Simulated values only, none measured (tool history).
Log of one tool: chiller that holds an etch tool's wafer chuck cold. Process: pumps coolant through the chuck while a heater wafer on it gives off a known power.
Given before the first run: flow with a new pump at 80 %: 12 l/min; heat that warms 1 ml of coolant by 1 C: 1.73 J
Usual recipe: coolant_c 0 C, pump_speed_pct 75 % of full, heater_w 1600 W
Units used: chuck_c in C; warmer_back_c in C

run,hour,coolant_c,pump_speed_pct,heater_w,chuck_c,warmer_back_c
1,0.0,0,75,1600,19.6,5.04
2,15.5,0,75,1600,19.7,5.00
3,40.7,5,75,1600,24.6,5.10
4,63.1,0,75,1600,19.6,5.02
5,84.5,0,75,1600,19.6,5.14
6,107.8,0,75,1600,19.7,5.13
7,123.5,0,75,1948,23.9,6.24
8,139.9,0,63,1600,22.2,6.04
9,163.1,0,63,1600,22.2,6.06
10,186.2,0,63,1600,22.2,6.13
11,211.2,0,75,1600,19.5,5.11
12,232.8,-3,74,1458,15.0,4.69
13,247.7,5,75,1600,24.7,5.13
14,262.4,5,75,1600,24.7,5.14
15,279.4,0,89,2019,22.2,5.35
16,294.0,0,63,1620,22.6,6.16
17,324.3,-9,95,813,-1.2,2.04
18,345.5,-9,96,813,-1.1,2.05
19,367.6,6,96,1475,21.1,3.70
20,396.0,6,96,1475,21.2,3.73
21,420.1,6,96,1475,21.2,3.68
22,439.1,6,96,1475,21.1,3.71

What if the next run were any one of these 4? Each begins from the tool's condition after run 22:
A,456.2,0,75,1990,?,?
B,456.2,0,75,2015,?,?
C,456.2,0,75,1530,?,?
D,456.2,6,92,1475,?,?

run,chuck_c,warmer_back_c
A,24.9,6.38
B,25.2,6.48
C,18.9,4.90
D,21.6,3.85
Stripped of hidden state, with their random variation kept, the same runs would have yielded:
run,chuck_c,warmer_back_c
A,24.4,6.11
B,24.7,6.21
C,18.8,4.69
D,21.7,3.69
